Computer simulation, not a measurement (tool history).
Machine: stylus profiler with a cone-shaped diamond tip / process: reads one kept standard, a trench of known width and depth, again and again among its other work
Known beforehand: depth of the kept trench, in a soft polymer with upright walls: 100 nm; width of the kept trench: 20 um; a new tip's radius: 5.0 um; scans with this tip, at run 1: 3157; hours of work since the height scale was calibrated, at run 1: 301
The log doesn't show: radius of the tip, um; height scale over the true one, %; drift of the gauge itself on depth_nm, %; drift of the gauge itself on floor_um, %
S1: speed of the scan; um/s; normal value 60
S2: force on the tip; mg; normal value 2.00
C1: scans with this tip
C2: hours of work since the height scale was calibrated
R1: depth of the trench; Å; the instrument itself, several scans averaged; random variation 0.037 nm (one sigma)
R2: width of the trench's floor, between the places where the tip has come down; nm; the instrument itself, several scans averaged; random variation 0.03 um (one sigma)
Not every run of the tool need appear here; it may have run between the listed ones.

run	hour	S1	S2	C1	C2	R1	R2
1	0.0	60	2.00	3157	301	1003.4	17580
2	30.8	60	2.00	3351	320	1002.6	17510
3	57.5	89	2.00	3519	336	1002.4	17390
4	78.7	60	0.99	3652	349	1001.3	17380
5	109.1	36	2.00	3843	367	1003.1	17580
6	146.3	36	2.00	4077	389	1002.1	17650
7	182.3	36	2.00	4303	411	1003.1	17560
8	202.5	69	2.00	4430	423	1002.6	17420
9	225.3	60	1.47	4574	437	1001.4	17410
10	242.0	60	1.47	4679	447	1001.5	17440
11	276.9	60	1.47	4898	468	1001.2	17390
12	300.5	60	1.33	5047	482	1000.9	17410
13	320.6	60	4.06	5173	494	1005.5	17490
14	340.7	60	4.06	5300	506	1005.1	17470
15	366.5	60	4.06	5462	522	1005.5	17410
16	384.0	60	4.06	5572	532	1005.3	17480
17	406.2	60	1.56	5712	545	1001.5	17360
18	442.2	60	1.56	5938	567	1001.4	17340
19	480.9	60	1.56	6181	590	1000.9	17320
# hour 484.9: height scale calibrated on a step standard
20	504.4	90	2.00	6326	12	1000.5	17220
21	524.2	90	2.00	6451	24	1000.8	17160
22	540.9	90	2.00	6556	34	1000.6	17190
23	568.8	60	5.14	6731	50	1005.1	17440
24	594.4	19	2.00	6892	66	1000.4	17510
25	632.4	38	2.00	7131	89	1000.3	17390
26	653.0	23	2.06	7260	101	1000.0	17420
27	688.2	23	2.06	7482	122	1000.9	17500
# hour 718.2: height scale calibrated on a step standard, once more
28	723.7	96	0.98	7702	3	1003.0	16880
29	744.7	33	1.64	7834	16	1004.1	17360
30	767.3	131	2.00	7976	29	1005.4	16980
31	787.4	131	3.37	8103	42	1007.0	17100
32	823.3	32	0.76	8328	63	1002.5	17290
33	846.8	31	1.17	8476	77	1003.3	17280
34	876.3	75	5.60	8662	95	1009.4	17260
35	900.9	122	1.55	8817	110	1003.7	16820
36	940.0	122	1.55	9063	133	1003.4	16850
37	957.6	129	0.84	9173	144	1002.6	16510
38	977.5	15	4.84	9298	156	1008.0	17450
39	1015.5	104	2.79	9538	179	1005.1	17050
40	1048.9	206	3.84	9747	199	1006.8	16730
41	1086.2	19	1.27	9982	221	1002.6	17280
42	1115.4	19	1.27	10166	239	1002.0	17330
43	1147.3	90	1.31	10366	258	1002.3	16890
44	1164.1	90	1.31	10472	268	1002.3	16890
45	1200.0	90	1.31	10698	289	1002.4	16880
46	1238.2	104	0.92	10938	312	1000.8	16680

Below are 4 alternative next runs, each starting from the tool's condition after run 46. Predict each:
A	1265.7	21	3.13	11111	329	?	?
B	1265.7	170	0.68	11111	329	?	?
C	1265.7	65	2.00	11111	329	?	?
D	1265.7	71	2.00	11111	329	?	?

run	R1	R2
A	1004.3	17270
B	1000.3	16030
C	1002.7	17010
D	1003.0	17020
With the hidden condition removed and each run's random variation left untouched, the same runs would have given:
run	R1	R2
A	1006.3	17950
B	1002.3	16700
C	1004.7	17680
D	1004.9	17690

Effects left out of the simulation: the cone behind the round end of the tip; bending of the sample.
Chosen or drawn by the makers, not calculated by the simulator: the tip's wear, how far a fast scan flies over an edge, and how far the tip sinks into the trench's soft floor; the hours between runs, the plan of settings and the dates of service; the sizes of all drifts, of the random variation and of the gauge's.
